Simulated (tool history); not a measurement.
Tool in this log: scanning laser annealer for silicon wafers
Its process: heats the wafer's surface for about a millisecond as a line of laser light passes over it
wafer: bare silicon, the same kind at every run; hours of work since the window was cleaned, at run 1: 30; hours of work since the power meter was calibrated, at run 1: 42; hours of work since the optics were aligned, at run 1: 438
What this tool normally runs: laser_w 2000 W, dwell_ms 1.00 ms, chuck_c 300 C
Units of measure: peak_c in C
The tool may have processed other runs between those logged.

run	hour	laser_w	dwell_ms	chuck_c	hours of work since the window was cleaned	hours of work since the power meter was calibrated	hours of work since the optics were aligned	peak_c
1	0.0	2000	1.00	300	30	42	438	1063
2	6.0	2000	1.00	300	33	46	441	1064
3	14.7	2000	1.00	300	39	51	447	1066
4	19.4	2000	1.00	300	42	54	449	1064
5	27.4	2000	1.00	334	47	59	454	1099
6	36.3	2000	1.00	334	52	64	460	1098
7	42.8	2000	1.00	334	56	68	464	1098
8	53.6	2000	1.00	334	63	75	470	1099
9	61.4	2000	1.00	334	67	80	475	1098
10	66.4	2000	1.00	280	70	83	478	1042
11	71.0	2000	0.97	280	73	86	481	1032
12	77.4	2000	0.97	280	77	90	485	1034
13	84.6	2000	0.97	280	82	94	489	1033
14	93.7	2000	1.04	300	87	100	495	1075
15	99.6	2000	1.04	300	91	103	498	1075
16	104.4	2000	1.04	300	94	106	501	1078

Expected results for the next run?
17	115.2	2000	1.04	300	100	113	508	?

peak_c: 1076 C
Had the tool carried no hidden state, the very same run would have given peak_c 1077 C.
